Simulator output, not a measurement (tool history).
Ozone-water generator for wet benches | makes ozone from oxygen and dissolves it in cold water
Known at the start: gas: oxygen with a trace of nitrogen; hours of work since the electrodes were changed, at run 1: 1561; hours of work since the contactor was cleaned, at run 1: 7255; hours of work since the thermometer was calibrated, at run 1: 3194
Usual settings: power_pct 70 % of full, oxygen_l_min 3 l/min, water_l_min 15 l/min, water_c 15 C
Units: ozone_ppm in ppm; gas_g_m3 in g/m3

run,hour,power_pct,oxygen_l_min,water_l_min,water_c,hours of work since the electrodes were changed,hours of work since the contactor was cleaned,hours of work since the thermometer was calibrated,ozone_ppm,gas_g_m3
1,0,70,3,15,15,1561,7255,3194,14.5,215.9
2,71.7,70,3,15,15,1627,7320,3260,14.4,217.9
3,207.9,70,3,15,15,1751,7444,3384,14.4,218.5
# hour 355.1: contactor cleaned
4,357.6,70,3,13,15,1883,2,3516,18.5,216.1
5,482.5,70,3,13,15,1997,116,3630,18.7,216.8
6,567,70,3,15,15,2074,193,3707,15.9,216
7,710.3,70,1.83,15,15,2205,323,3837,14.3,275.1
8,855,70,1.83,15,15,2336,455,3969,14.3,275.6
9,953.3,70,3,15,15,2426,545,4059,15.8,213.3
10,1083.5,70,3,10,17,2544,663,4177,22.9,213.9
11,1189.6,70,3,10,17,2641,760,4274,23.2,216
12,1268.9,70,3,15,16,2713,832,4346,15.3,215.8
13,1345.6,70,3,15,16,2783,902,4416,15.3,214
14,1485.5,70,3,15,16,2910,1029,4543,15.3,213.7
15,1555.9,48,1.65,22,16,2974,1093,4607,6.9,236.5
16,1622,48,1.65,22,16,3035,1153,4668,6.7,232.2
17,1696.6,70,3,15,12,3103,1221,4735,15.9,213

4 ways to go on from here, each from the tool as it stands after run 17. What would each give?
A,1791.8,84,3,14,13,3189,1308,4822,?,?
B,1791.8,70,3,23,21,3189,1308,4822,?,?
C,1791.8,76,3,15,15,3189,1308,4822,?,?
D,1791.8,70,2.87,15,15,3189,1308,4822,?,?

run,ozone_ppm,gas_g_m3
A,18.7,235.5
B,8.9,214.6
C,16.1,219.8
D,15.2,218.2
Without the tool's hidden state the same runs would have given:
run,ozone_ppm,gas_g_m3
A,19.8,245.9
B,9.4,223.1
C,17,229
D,16.1,227
